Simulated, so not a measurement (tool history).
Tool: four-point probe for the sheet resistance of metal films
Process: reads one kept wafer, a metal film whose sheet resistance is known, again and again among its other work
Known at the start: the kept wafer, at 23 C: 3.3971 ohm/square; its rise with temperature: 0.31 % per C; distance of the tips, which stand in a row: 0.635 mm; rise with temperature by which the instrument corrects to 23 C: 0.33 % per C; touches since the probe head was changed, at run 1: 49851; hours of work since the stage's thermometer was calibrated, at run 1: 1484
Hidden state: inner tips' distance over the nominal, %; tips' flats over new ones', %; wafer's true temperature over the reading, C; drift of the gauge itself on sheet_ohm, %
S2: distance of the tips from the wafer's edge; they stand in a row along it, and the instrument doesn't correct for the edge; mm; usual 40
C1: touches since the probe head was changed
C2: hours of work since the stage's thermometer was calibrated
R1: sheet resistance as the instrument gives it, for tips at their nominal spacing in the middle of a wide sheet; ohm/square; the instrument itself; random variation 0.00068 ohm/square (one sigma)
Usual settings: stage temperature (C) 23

Run 1, day 0: usual settings; C1 49851; C2 1484. Result: R1 3.399113 ohm/square.
Run 2, day 1.817: usual settings; C1 50639; C2 1504. Result: R1 3.397885 ohm/square.
Run 3, day 3.462: usual settings; C1 51352; C2 1522. Result: R1 3.39827 ohm/square.
Run 4, day 6.296: usual settings but stage temperature (C) 21; C1 52578; C2 1554. Result: R1 3.397673 ohm/square.
Run 5, day 8.362: usual settings but stage temperature (C) 21; C1 53473; C2 1576. Result: R1 3.39806 ohm/square.
Run 6, day 9.938: usual settings but S2 45 mm; C1 54155; C2 1594. Result: R1 3.397895 ohm/square.
Run 7, day 11.454: usual settings but S2 12 mm; C1 54811; C2 1611. Result: R1 3.401765 ohm/square.
Run 8, day 13.35: usual settings but S2 12 mm; C1 55633; C2 1631. Result: R1 3.403144 ohm/square.
Run 9, day 14.958: usual settings but stage temperature (C) 19; C1 56328; C2 1649. Result: R1 3.400493 ohm/square.
Run 10, day 16.883: usual settings but stage temperature (C) 19; C1 57162; C2 1670. Result: R1 3.400568 ohm/square.
Run 11, day 19.625: usual settings but stage temperature (C) 19; C1 58349; C2 1701. Result: R1 3.399618 ohm/square.
Run 12, day 22.196: usual settings but stage temperature (C) 19; C1 59462; C2 1729. Result: R1 3.399159 ohm/square.
Run 13, day 23.771: usual settings but stage temperature (C) 19; C1 60145; C2 1746. Result: R1 3.398598 ohm/square.
Run 14, day 26.121: usual settings but stage temperature (C) 19; C1 61162; C2 1772. Result: R1 3.40159 ohm/square.
Run 15, day 27.988: usual settings but stage temperature (C) 19; C1 61970; C2 1793. Result: R1 3.40024 ohm/square.
Run 16, day 29.658: usual settings but stage temperature (C) 19, S2 6 mm; C1 62694; C2 1811. Result: R1 3.419587 ohm/square.
Run 17, day 32.092: usual settings but stage temperature (C) 19, S2 6 mm; C1 63748; C2 1838. Result: R1 3.419755 ohm/square.
Run 18, day 34.346: usual settings; C1 64724; C2 1863. Result: R1 3.397958 ohm/square.
Run 19, day 36.704: usual settings; C1 65745; C2 1889. Result: R1 3.396756 ohm/square.
Run 20, day 38.779: usual settings but S2 75 mm; C1 66645; C2 1912. Result: R1 3.398361 ohm/square.
Run 21, day 41.321: usual settings but stage temperature (C) 32, S2 70 mm; C1 67745; C2 1940. Result: R1 3.394605 ohm/square.
Run 22, day 42.625: usual settings but stage temperature (C) 32, S2 70 mm; C1 68309; C2 1954. Result: R1 3.393218 ohm/square.
Run 23, day 44.588: usual settings but stage temperature (C) 32, S2 70 mm; C1 69160; C2 1976. Result: R1 3.393339 ohm/square.
Run 24, day 46.167: usual settings but stage temperature (C) 26, S2 44 mm; C1 69844; C2 1993. Result: R1 3.396615 ohm/square.
Run 25, day 48.708: usual settings but stage temperature (C) 26, S2 44 mm; C1 70944; C2 2021. Result: R1 3.396968 ohm/square.
At day 48.908: stage's thermometer calibrated.
Run 26, day 51.288: usual settings but stage temperature (C) 28, S2 54 mm; C1 72052; C2 26. Result: R1 3.396113 ohm/square.
Run 27, day 53.629: usual settings but stage temperature (C) 28, S2 54 mm; C1 73065; C2 52. Result: R1 3.395455 ohm/square.
Run 28, day 55.638: usual settings but stage temperature (C) 28, S2 54 mm; C1 73935; C2 74. Result: R1 3.394718 ohm/square.
Run 29, day 56.912: usual settings but stage temperature (C) 21, S2 7 mm; C1 74486; C2 88. Result: R1 3.413827 ohm/square.
Run 30, day 58.096: usual settings but stage temperature (C) 31, S2 22 mm; C1 75000; C2 101. Result: R1 3.395079 ohm/square.
Run 31, day 60.729: usual settings but stage temperature (C) 27, S2 22 mm; C1 76140; C2 130. Result: R1 3.397422 ohm/square.
Run 32, day 62.875: usual settings but stage temperature (C) 33, S2 9 mm; C1 77070; C2 154. Result: R1 3.402485 ohm/square.
Run 33, day 64.908: usual settings but stage temperature (C) 27, S2 25 mm; C1 77950; C2 176. Result: R1 3.396616 ohm/square.
Run 34, day 67.646: usual settings but stage temperature (C) 25, S2 60 mm; C1 79135; C2 207. Result: R1 3.396007 ohm/square.
Run 35, day 69.575: usual settings but stage temperature (C) 30, S2 9 mm; C1 79971; C2 228. Result: R1 3.402871 ohm/square.
Run 36, day 72.025: usual settings but stage temperature (C) 30, S2 9 mm; C1 81032; C2 255. Result: R1 3.403715 ohm/square.
Run 37, day 73.379: usual settings but stage temperature (C) 30, S2 9 mm; C1 81617; C2 270. Result: R1 3.402647 ohm/square.
Run 38, day 74.812: usual settings but stage temperature (C) 25, S2 13 mm; C1 82239; C2 286. Result: R1 3.400677 ohm/square.

Forecast each of these 3 alternatives for the next run:
Run A, day 76.612: usual settings but stage temperature (C) 34, S2 5 mm; C1 83018; C2 306. Result: R1 ?.
Run B, day 76.612: usual settings but stage temperature (C) 29, S2 5 mm; C1 83018; C2 306. Result: R1 ?.
Run C, day 76.612: usual settings but stage temperature (C) 19, S2 24 mm; C1 83018; C2 306. Result: R1 ?.

run        R1
  A  3.421891
  B  3.423936
  C    3.3996
Without the tool's hidden state the same runs would have given:
run        R1
  A  3.421379
  B  3.423423
  C   3.39909

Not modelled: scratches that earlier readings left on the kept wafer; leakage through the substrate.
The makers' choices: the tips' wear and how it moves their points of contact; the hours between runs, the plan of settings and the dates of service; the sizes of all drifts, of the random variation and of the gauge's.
